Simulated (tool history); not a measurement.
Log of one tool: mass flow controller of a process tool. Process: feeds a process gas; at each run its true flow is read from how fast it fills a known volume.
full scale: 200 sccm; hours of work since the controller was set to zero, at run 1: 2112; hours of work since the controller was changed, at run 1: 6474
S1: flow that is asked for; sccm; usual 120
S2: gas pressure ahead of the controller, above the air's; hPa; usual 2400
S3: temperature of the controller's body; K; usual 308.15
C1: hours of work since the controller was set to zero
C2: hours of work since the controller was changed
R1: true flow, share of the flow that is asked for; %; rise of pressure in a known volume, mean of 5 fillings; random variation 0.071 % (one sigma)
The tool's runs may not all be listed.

run,hour,S1,S2,S3,C1,C2,R1
1,0.0,120,2400,308.15,2112,6474,100.42
2,227.4,120,2400,308.15,2284,6645,100.57
3,439.8,51,2400,308.15,2444,6806,99.94
4,631.7,51,2400,308.15,2589,6950,99.94
5,889.9,51,2400,308.15,2784,7145,100.07
6,1229.2,51,2400,308.15,3040,7401,100.15
7,1428.1,63,2400,308.15,3190,7551,100.43
8,1655.0,63,2400,308.15,3361,7722,100.34
9,2000.1,63,2400,308.15,3621,7983,100.54
10,2161.7,63,2400,308.15,3743,8104,100.45
11,2344.4,120,2400,305.15,3881,8242,100.78
12,2577.0,120,2400,308.15,4056,8418,101.23
# hour 2666.1: controller's zero set anew
13,2819.9,120,2400,308.15,116,8601,101.28
14,3205.0,120,2400,308.15,407,8891,101.37
15,3560.1,120,2400,308.15,674,9159,101.29
16,3859.1,120,1500,304.15,900,9385,100.43
17,4216.8,54,2100,301.15,1170,9654,99.84
18,4570.6,53,2100,296.15,1437,9921,99.43
19,4836.7,34,2590,296.15,1637,10122,99.44
20,5132.4,34,2590,296.15,1861,10345,99.54
21,5380.6,34,2590,296.15,2048,10532,99.59
22,5668.4,85,2400,308.15,2265,10749,101.56
23,6039.3,85,2400,308.15,2545,11029,101.56
# hour 6183.4: controller exchanged for a calibrated one
24,6297.3,133,1590,308.15,86,86,101.66
25,6588.7,39,2400,300.15,306,306,100.26
26,6942.9,194,2010,306.15,573,573,102.52
27,7279.0,122,2310,308.15,827,827,102.32
28,7620.7,168,2310,308.15,1084,1084,102.74
29,7857.4,120,2670,312.15,1263,1263,103.07

Forecast each of these 3 alternatives for the next run:
A,8221.8,101,1790,298.15,1538,1538,?
B,8221.8,120,2320,312.15,1538,1538,?
C,8221.8,91,2670,312.15,1538,1538,?

run,R1
A,100.69
B,102.95
C,102.78
Without the tool's hidden state the same runs would have given:
run,R1
A,98.82
B,101.04
C,100.87
